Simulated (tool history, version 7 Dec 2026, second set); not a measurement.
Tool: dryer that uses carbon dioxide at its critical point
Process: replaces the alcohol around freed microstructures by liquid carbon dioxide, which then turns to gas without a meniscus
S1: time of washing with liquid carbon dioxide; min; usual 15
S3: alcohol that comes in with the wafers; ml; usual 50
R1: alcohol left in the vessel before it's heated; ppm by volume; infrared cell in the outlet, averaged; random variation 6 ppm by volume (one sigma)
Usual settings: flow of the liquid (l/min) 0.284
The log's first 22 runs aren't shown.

run 23 hour=814.5 | S1=13 flow_of_the_liquid_(l/min)=0.470 S3=65 | R1=159
run 24 hour=850.2 | S1=15 flow_of_the_liquid_(l/min)=0.284 S3=71 | R1=624
run 25 hour=885.4 | S1=20 flow_of_the_liquid_(l/min)=0.231 S3=52 | R1=367
-- hour=896.3 purifier's bed changed
run 26 hour=920.0 | S1=23 flow_of_the_liquid_(l/min)=0.406 S3=102 | R1=14
run 27 hour=941.3 | S1=15 flow_of_the_liquid_(l/min)=0.284 S3=45 | R1=364
run 28 hour=979.8 | S1=13 flow_of_the_liquid_(l/min)=0.312 S3=79 | R1=802
run 29 hour=1010.3 | S1=13 flow_of_the_liquid_(l/min)=0.447 S3=91 | R1=116
run 30 hour=1040.2 | S1=13 flow_of_the_liquid_(l/min)=0.447 S3=91 | R1=127
run 31 hour=1069.2 | S1=15 flow_of_the_liquid_(l/min)=0.284 S3=50 | R1=470
run 32 hour=1094.5 | S1=11 flow_of_the_liquid_(l/min)=0.270 S3=61 | R1=2887
-- hour=1134.6 inlet filter changed
run 33 hour=1135.2 | S1=15 flow_of_the_liquid_(l/min)=0.280 S3=50 | R1=280
run 34 hour=1155.5 | S1=15 flow_of_the_liquid_(l/min)=0.181 S3=44 | R1=1977
run 35 hour=1182.8 | S1=15 flow_of_the_liquid_(l/min)=0.284 S3=97 | R1=505
run 36 hour=1204.8 | S1=13 flow_of_the_liquid_(l/min)=0.171 S3=24 | R1=2217
run 37 hour=1234.1 | S1=13 flow_of_the_liquid_(l/min)=0.171 S3=24 | R1=2295
run 38 hour=1279.7 | S1=10 flow_of_the_liquid_(l/min)=0.233 S3=50 | R1=3904
run 39 hour=1316.3 | S1=15 flow_of_the_liquid_(l/min)=0.284 S3=115 | R1=701

3 ways to go on from here, each from the tool as it stands after run 39. What would each give?
run A hour=1356.4 | S1=24 flow_of_the_liquid_(l/min)=0.440 S3=108 | R1=?
run B hour=1356.4 | S1=15 flow_of_the_liquid_(l/min)=0.303 S3=29 | R1=?
run C hour=1356.4 | S1=12 flow_of_the_liquid_(l/min)=0.252 S3=115 | R1=?

run=A R1=79
run=B R1=193
run=C R1=3746
Without the tool's hidden state the same runs would have given:
run=A R1=4
run=B R1=92
run=C R1=3074
